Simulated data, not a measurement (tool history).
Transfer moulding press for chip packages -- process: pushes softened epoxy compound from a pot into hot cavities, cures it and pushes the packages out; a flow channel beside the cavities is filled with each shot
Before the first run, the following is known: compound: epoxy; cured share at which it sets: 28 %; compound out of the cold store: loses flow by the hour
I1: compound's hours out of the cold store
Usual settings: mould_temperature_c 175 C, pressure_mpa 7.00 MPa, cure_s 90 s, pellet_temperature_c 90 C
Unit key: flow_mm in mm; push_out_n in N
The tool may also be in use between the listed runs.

Run 1, hour 0.0: usual settings; I1 30.1. Result: flow_mm 936 mm, push_out_n 397 N.
At hour 5.5: cavities cleaned with cleaning compound and waxed.
Run 2, hour 17.8: usual settings but pellet_temperature_c 96 C; I1 41.8. Result: flow_mm 866 mm, push_out_n 247 N.
Run 3, hour 25.3: usual settings; I1 36.4. Result: flow_mm 899 mm, push_out_n 269 N.
Run 4, hour 41.9: usual settings; I1 28.7. Result: flow_mm 942 mm, push_out_n 311 N.
Run 5, hour 56.3: usual settings; I1 20.6. Result: flow_mm 994 mm, push_out_n 357 N.
Run 6, hour 66.3: usual settings; I1 42.8. Result: flow_mm 858 mm, push_out_n 352 N.
Run 7, hour 77.6: usual settings; I1 17.1. Result: flow_mm 1016 mm, push_out_n 378 N.
Run 8, hour 94.8: usual settings; I1 11.5. Result: flow_mm 1051 mm, push_out_n 384 N.
Run 9, hour 109.1: usual settings; I1 43.8. Result: flow_mm 848 mm, push_out_n 383 N.
At hour 111.8: cavities cleaned with cleaning compound and waxed.
Run 10, hour 128.9: usual settings; I1 36.2. Result: flow_mm 890 mm, push_out_n 262 N.
Run 11, hour 140.8: usual settings; I1 36.9. Result: flow_mm 886 mm, push_out_n 292 N.
Run 12, hour 154.1: usual settings; I1 13.8. Result: flow_mm 1032 mm, push_out_n 329 N.
Run 13, hour 170.1: usual settings; I1 34.6. Result: flow_mm 896 mm, push_out_n 338 N.
At hour 175.7: plunger's sealing rings changed.
Run 14, hour 191.2: usual settings; I1 18.6. Result: flow_mm 1018 mm, push_out_n 370 N.
Run 15, hour 203.2: usual settings but mould_temperature_c 179 C; I1 16.0. Result: flow_mm 1021 mm, push_out_n 361 N.
At hour 221.0: cavities cleaned with cleaning compound and waxed.
Run 16, hour 221.6: usual settings but pressure_mpa 8.18 MPa, pellet_temperature_c 86 C; I1 44.3. Result: flow_mm 931 mm, push_out_n 217 N.
Run 17, hour 234.1: usual settings but mould_temperature_c 179 C, pressure_mpa 5.93 MPa; I1 19.5. Result: flow_mm 915 mm, push_out_n 242 N.
Run 18, hour 249.6: usual settings but mould_temperature_c 179 C; I1 10.2. Result: flow_mm 1056 mm, push_out_n 270 N.
Run 19, hour 259.4: usual settings but mould_temperature_c 179 C, pressure_mpa 8.13 MPa, cure_s 103 s, pellet_temperature_c 97 C; I1 43.8. Result: flow_mm 912 mm, push_out_n 270 N.
Run 20, hour 276.7: usual settings but mould_temperature_c 179 C, pressure_mpa 5.33 MPa, pellet_temperature_c 91 C; I1 33.7. Result: flow_mm 785 mm, push_out_n 315 N.
Run 21, hour 290.5: usual settings but mould_temperature_c 170 C, pressure_mpa 8.42 MPa, pellet_temperature_c 91 C; I1 18.3. Result: flow_mm 1130 mm, push_out_n 464 N.
Run 22, hour 302.6: usual settings but pressure_mpa 6.14 MPa; I1 22.4. Result: flow_mm 918 mm, push_out_n 383 N.
Run 23, hour 311.4: usual settings but mould_temperature_c 172 C, pressure_mpa 6.14 MPa, cure_s 94 s, pellet_temperature_c 89 C; I1 47.7. Result: flow_mm 787 mm, push_out_n 395 N.
Run 24, hour 319.4: usual settings but mould_temperature_c 172 C, pressure_mpa 6.14 MPa, cure_s 94 s, pellet_temperature_c 89 C; I1 32.6. Result: flow_mm 867 mm, push_out_n 388 N.
At hour 328.0: cavities cleaned with cleaning compound and waxed.
Run 25, hour 336.4: usual settings but mould_temperature_c 182 C, cure_s 75 s; I1 41.0. Result: flow_mm 847 mm, push_out_n 230 N.
Run 26, hour 346.4: usual settings but mould_temperature_c 182 C, pressure_mpa 7.96 MPa, cure_s 75 s, pellet_temperature_c 92 C; I1 45.9. Result: flow_mm 871 mm, push_out_n 259 N.
Run 27, hour 355.0: usual settings but mould_temperature_c 172 C, pressure_mpa 6.79 MPa, cure_s 119 s, pellet_temperature_c 94 C; I1 44.9. Result: flow_mm 837 mm, push_out_n 243 N.
Run 28, hour 362.9: usual settings but mould_temperature_c 172 C, pressure_mpa 6.79 MPa, cure_s 71 s, pellet_temperature_c 83 C; I1 9.8. Result: flow_mm 1061 mm, push_out_n 633 N.
Run 29, hour 375.1: usual settings but mould_temperature_c 172 C, pressure_mpa 6.79 MPa, cure_s 71 s, pellet_temperature_c 87 C; I1 33.4. Result: flow_mm 904 mm, push_out_n 587 N.

What if the next run were any one of these 4? Each begins from the tool's condition after run 29:
Run A, hour 389.2: usual settings but mould_temperature_c 174 C, pressure_mpa 6.35 MPa, pellet_temperature_c 85 C; I1 11.0. Result: flow_mm ?, push_out_n ?.
Run B, hour 389.2: usual settings but mould_temperature_c 172 C, pressure_mpa 6.38 MPa, cure_s 71 s, pellet_temperature_c 80 C; I1 38.7. Result: flow_mm ?, push_out_n ?.
Run C, hour 389.2: usual settings but mould_temperature_c 172 C, pressure_mpa 6.09 MPa, cure_s 71 s, pellet_temperature_c 87 C; I1 11.8. Result: flow_mm ?, push_out_n ?.
Run D, hour 389.2: usual settings but mould_temperature_c 183 C, cure_s 84 s, pellet_temperature_c 100 C; I1 17.7. Result: flow_mm ?, push_out_n ?.

run  flow_mm  push_out_n
  A     1006         370
  B      844         587
  C      988         669
  D      976         299
The same runs, with their run-to-run variation unchanged, on a tool lacking any hidden condition would have given:
run  flow_mm  push_out_n
  A     1033         228
  B      867         367
  C     1015         418
  D     1002         183
